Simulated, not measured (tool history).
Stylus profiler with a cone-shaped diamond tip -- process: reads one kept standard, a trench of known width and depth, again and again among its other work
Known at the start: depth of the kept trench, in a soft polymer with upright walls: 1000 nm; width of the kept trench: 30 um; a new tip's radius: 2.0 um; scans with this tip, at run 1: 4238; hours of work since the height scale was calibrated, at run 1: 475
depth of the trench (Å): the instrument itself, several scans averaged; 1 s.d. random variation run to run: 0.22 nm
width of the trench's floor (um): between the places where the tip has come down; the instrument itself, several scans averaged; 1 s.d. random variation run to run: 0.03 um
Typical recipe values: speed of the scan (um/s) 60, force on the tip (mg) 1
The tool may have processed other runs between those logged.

run,hour,speed of the scan (um/s),force on the tip (mg),scans with this tip,hours of work since the height scale was calibrated,depth of the trench (Å),width of the trench's floor (um)
1,0,60,1,4238,475,10051,25.36
2,35.8,60,0.93,4384,491,10047.4,25.39
3,71.3,22,1,4528,507,10049.6,25.55
4,100,22,1,4644,520,10047.9,25.56
5,124.8,22,1,4745,532,10049.3,25.53
6,160,22,1,4888,548,10046.7,25.49
7,215.1,60,1,5112,573,10046.1,25.23
8,274.3,60,1,5352,600,10046.9,25.25
9,330.4,92,1.05,5580,625,10052.1,25.03
10,382.3,68,1,5791,649,10045.5,25.12
11,422.9,132,0.79,5956,667,10040.9,24.61
12,471.5,39,0.79,6153,690,10039.5,25.16
13,499.3,39,0.79,6266,702,10038.1,25.13
14,556.5,39,0.79,6499,728,10041.7,25.16

5 ways to go on from here, each from the tool as it stands after run 14. What would each give?
A,590.1,25,2.14,6635,744,?,?
B,590.1,195,2.77,6635,744,?,?
C,590.1,40,2.17,6635,744,?,?
D,590.1,45,2.76,6635,744,?,?
E,590.1,71,1.33,6635,744,?,?

run,depth of the trench (Å),width of the trench's floor (um)
A,10086.2,25.24
B,10102.1,24.68
C,10084.3,25.18
D,10100.7,25.2
E,10054.4,25.04
Take away the tool's hidden state, keep each run's random variation, and the runs would have read:
run,depth of the trench (Å),width of the trench's floor (um)
A,10096.5,26.45
B,10112.5,25.89
C,10094.7,26.39
D,10111.1,26.41
E,10064.7,26.25
